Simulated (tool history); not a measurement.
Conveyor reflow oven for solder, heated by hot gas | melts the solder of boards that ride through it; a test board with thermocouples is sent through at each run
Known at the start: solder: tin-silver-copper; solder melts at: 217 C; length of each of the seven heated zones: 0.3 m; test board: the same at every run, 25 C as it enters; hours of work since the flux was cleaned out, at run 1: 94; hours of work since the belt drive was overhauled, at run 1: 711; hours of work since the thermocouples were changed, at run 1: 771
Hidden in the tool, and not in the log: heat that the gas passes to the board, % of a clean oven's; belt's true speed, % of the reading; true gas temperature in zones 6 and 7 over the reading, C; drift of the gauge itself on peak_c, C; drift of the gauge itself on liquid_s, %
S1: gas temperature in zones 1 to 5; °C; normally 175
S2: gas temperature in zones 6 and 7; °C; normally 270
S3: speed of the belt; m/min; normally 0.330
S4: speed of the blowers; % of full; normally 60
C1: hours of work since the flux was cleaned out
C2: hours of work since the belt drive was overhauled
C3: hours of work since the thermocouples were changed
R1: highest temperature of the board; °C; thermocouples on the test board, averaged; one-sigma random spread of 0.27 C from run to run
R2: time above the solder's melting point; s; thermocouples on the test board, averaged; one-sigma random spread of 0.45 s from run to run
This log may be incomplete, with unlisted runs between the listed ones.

{"run": 1, "day": 0.0, "S1": 175, "S2": 270, "S3": 0.33, "S4": 60, "C1": 94, "C2": 711, "C3": 771, "R1": 249.7, "R2": 78.0}
{"run": 2, "day": 1.238, "S1": 175, "S2": 270, "S3": 0.33, "S4": 60, "C1": 109, "C2": 726, "C3": 786, "R1": 249.8, "R2": 77.9}
{"run": 3, "day": 2.317, "S1": 175, "S2": 270, "S3": 0.33, "S4": 60, "C1": 122, "C2": 739, "C3": 800, "R1": 249.3, "R2": 77.6}
{"run": 4, "day": 4.225, "S1": 175, "S2": 270, "S3": 0.33, "S4": 60, "C1": 146, "C2": 763, "C3": 823, "R1": 249.6, "R2": 76.5}
{"run": 5, "day": 5.754, "S1": 175, "S2": 270, "S3": 0.333, "S4": 60, "C1": 165, "C2": 781, "C3": 842, "R1": 249.1, "R2": 75.1}
{"run": 6, "day": 6.942, "S1": 175, "S2": 272, "S3": 0.33, "S4": 60, "C1": 179, "C2": 796, "C3": 856, "R1": 250.4, "R2": 78.8}
{"run": 7, "day": 8.004, "S1": 175, "S2": 270, "S3": 0.33, "S4": 56, "C1": 192, "C2": 809, "C3": 869, "R1": 247.1, "R2": 73.3}
{"run": 8, "day": 9.979, "S1": 175, "S2": 272, "S3": 0.33, "S4": 56, "C1": 216, "C2": 833, "C3": 894, "R1": 248.2, "R2": 74.7}
{"run": 9, "day": 10.888, "S1": 175, "S2": 272, "S3": 0.33, "S4": 56, "C1": 228, "C2": 844, "C3": 905, "R1": 248.5, "R2": 75.7}
{"run": 10, "day": 11.738, "S1": 175, "S2": 272, "S3": 0.33, "S4": 56, "C1": 238, "C2": 855, "C3": 915, "R1": 248.5, "R2": 75.4}
{"run": 11, "day": 13.558, "S1": 175, "S2": 270, "S3": 0.33, "S4": 90, "C1": 260, "C2": 877, "C3": 938, "R1": 257.2, "R2": 89.0}
{"run": 12, "day": 14.392, "S1": 175, "S2": 270, "S3": 0.33, "S4": 90, "C1": 271, "C2": 887, "C3": 948, "R1": 257.1, "R2": 87.4}
{"run": 13, "day": 15.517, "S1": 179, "S2": 265, "S3": 0.33, "S4": 67, "C1": 284, "C2": 901, "C3": 962, "R1": 247.1, "R2": 77.8}
{"run": 14, "day": 16.988, "S1": 179, "S2": 265, "S3": 0.33, "S4": 65, "C1": 302, "C2": 919, "C3": 980, "R1": 246.6, "R2": 77.1}
{"run": 15, "day": 18.892, "S1": 179, "S2": 265, "S3": 0.33, "S4": 65, "C1": 326, "C2": 942, "C3": 1003, "R1": 246.3, "R2": 76.7}
{"day": 19.433, "done": "flux residue cleaned out of gas plates and filters"}
{"run": 16, "day": 20.521, "S1": 178, "S2": 283, "S3": 0.331, "S4": 68, "C1": 13, "C2": 960, "C3": 1020, "R1": 265.8, "R2": 96.0}
{"run": 17, "day": 21.654, "S1": 178, "S2": 283, "S3": 0.331, "S4": 68, "C1": 27, "C2": 974, "C3": 1034, "R1": 265.9, "R2": 96.0}
{"run": 18, "day": 23.438, "S1": 178, "S2": 283, "S3": 0.331, "S4": 68, "C1": 49, "C2": 996, "C3": 1056, "R1": 265.9, "R2": 95.6}
{"run": 19, "day": 24.508, "S1": 178, "S2": 283, "S3": 0.271, "S4": 50, "C1": 62, "C2": 1009, "C3": 1069, "R1": 265.6, "R2": 117.4}

Alternative continuations, all from the tool just after run 19; predict every row:
{"run": "A", "day": 25.842, "S1": 190, "S2": 270, "S3": 0.286, "S4": 55, "C1": 79, "C2": 1025, "C3": 1086, "R1": "?", "R2": "?"}
{"run": "B", "day": 25.842, "S1": 187, "S2": 277, "S3": 0.261, "S4": 60, "C1": 79, "C2": 1025, "C3": 1086, "R1": "?", "R2": "?"}
{"run": "C", "day": 25.842, "S1": 170, "S2": 283, "S3": 0.394, "S4": 69, "C1": 79, "C2": 1025, "C3": 1086, "R1": "?", "R2": "?"}

run=A R1=257.1 R2=110.6
run=B R1=267.0 R2=130.5
run=C R1=256.9 R2=69.2
Without the tool's unlogged condition, the same runs would have read:
run=A R1=254.2 R2=105.6
run=B R1=264.0 R2=125.6
run=C R1=254.5 R2=65.9
